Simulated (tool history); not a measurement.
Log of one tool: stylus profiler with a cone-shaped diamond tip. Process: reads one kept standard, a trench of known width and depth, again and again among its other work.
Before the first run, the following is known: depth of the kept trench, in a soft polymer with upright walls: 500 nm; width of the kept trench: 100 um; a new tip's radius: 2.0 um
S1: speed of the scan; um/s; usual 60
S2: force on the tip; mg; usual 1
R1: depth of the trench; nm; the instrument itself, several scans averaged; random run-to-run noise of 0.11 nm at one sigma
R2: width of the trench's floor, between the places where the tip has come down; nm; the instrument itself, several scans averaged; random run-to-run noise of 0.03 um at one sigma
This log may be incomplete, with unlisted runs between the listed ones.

{"run": 1, "day": 0.0, "S1": 60, "S2": 1, "R1": 504.58, "R2": 96690}
{"run": 2, "day": 0.433, "S1": 60, "S2": 1, "R1": 504.87, "R2": 96640}
{"run": 3, "day": 1.15, "S1": 54, "S2": 1, "R1": 504.81, "R2": 96670}
{"run": 4, "day": 1.483, "S1": 54, "S2": 0.56, "R1": 503.42, "R2": 96570}
{"run": 5, "day": 1.812, "S1": 54, "S2": 0.56, "R1": 503.48, "R2": 96620}
{"run": 6, "day": 2.529, "S1": 54, "S2": 0.56, "R1": 503.42, "R2": 96560}
{"run": 7, "day": 3.233, "S1": 59, "S2": 1, "R1": 505.04, "R2": 96620}
{"run": 8, "day": 3.833, "S1": 60, "S2": 1, "R1": 504.86, "R2": 96590}
{"run": 9, "day": 4.562, "S1": 60, "S2": 1, "R1": 504.97, "R2": 96600}
{"run": 10, "day": 4.983, "S1": 60, "S2": 1, "R1": 504.78, "R2": 96580}
{"run": 11, "day": 5.529, "S1": 60, "S2": 1, "R1": 504.84, "R2": 96600}
{"run": 12, "day": 6.021, "S1": 60, "S2": 0.65, "R1": 503.84, "R2": 96490}
{"run": 13, "day": 6.771, "S1": 220, "S2": 1, "R1": 504.92, "R2": 95880}
{"run": 14, "day": 7.096, "S1": 220, "S2": 1, "R1": 504.85, "R2": 95910}
{"day": 7.162, "done": "height scale calibrated on a step standard"}
{"run": 15, "day": 7.783, "S1": 167, "S2": 0.41, "R1": 503.27, "R2": 95780}
{"run": 16, "day": 8.321, "S1": 167, "S2": 0.41, "R1": 503.35, "R2": 95790}
{"run": 17, "day": 9.029, "S1": 16, "S2": 0.42, "R1": 503.23, "R2": 96630}
{"run": 18, "day": 9.529, "S1": 118, "S2": 1.65, "R1": 506.88, "R2": 96410}
{"run": 19, "day": 9.85, "S1": 118, "S2": 0.68, "R1": 504.08, "R2": 96210}
{"run": 20, "day": 10.183, "S1": 167, "S2": 1, "R1": 505.38, "R2": 96060}
{"run": 21, "day": 10.858, "S1": 167, "S2": 1, "R1": 505.16, "R2": 96060}
{"day": 11.129, "done": "height scale calibrated on a step standard, once more"}
{"run": 22, "day": 11.208, "S1": 112, "S2": 1.12, "R1": 504.57, "R2": 96330}
{"run": 23, "day": 11.942, "S1": 185, "S2": 1, "R1": 504.3, "R2": 95980}
{"run": 24, "day": 12.6, "S1": 217, "S2": 0.56, "R1": 502.78, "R2": 95630}
{"run": 25, "day": 13.238, "S1": 217, "S2": 0.56, "R1": 502.94, "R2": 95570}
{"run": 26, "day": 13.925, "S1": 217, "S2": 0.56, "R1": 502.83, "R2": 95590}

Some steps in R1 between neighbouring runs. How much of each would the tool show without its hidden state too (settings, what came in, random variation), and how much is left for the hidden state, with any gauge scatter that isn't in both results?
Unlogged tool condition in this case: radius of the tip, um; height scale over the true one, %; drift of the gauge itself on depth_nm, %; drift of the gauge itself on floor_um, %.
Run 14 -> 15: S1 220 -> 167, S2 1 -> 0.41, height scale calibrated on a step standard. R1 -1.58 nm: hidden state +0.21, all else -1.79.
Run 17 -> 18: S1 16 -> 118, S2 0.42 -> 1.65. R1 +3.65 nm: hidden state +0.02, all else +3.63.
Run 18 -> 19: S2 1.65 -> 0.68. R1 -2.8 nm: hidden state +0.01, all else -2.81.
Run 21 -> 22: S1 167 -> 112, S2 1 -> 1.12, height scale calibrated on a step standard, once more. R1 -0.59 nm: hidden state -0.96, all else +0.37.
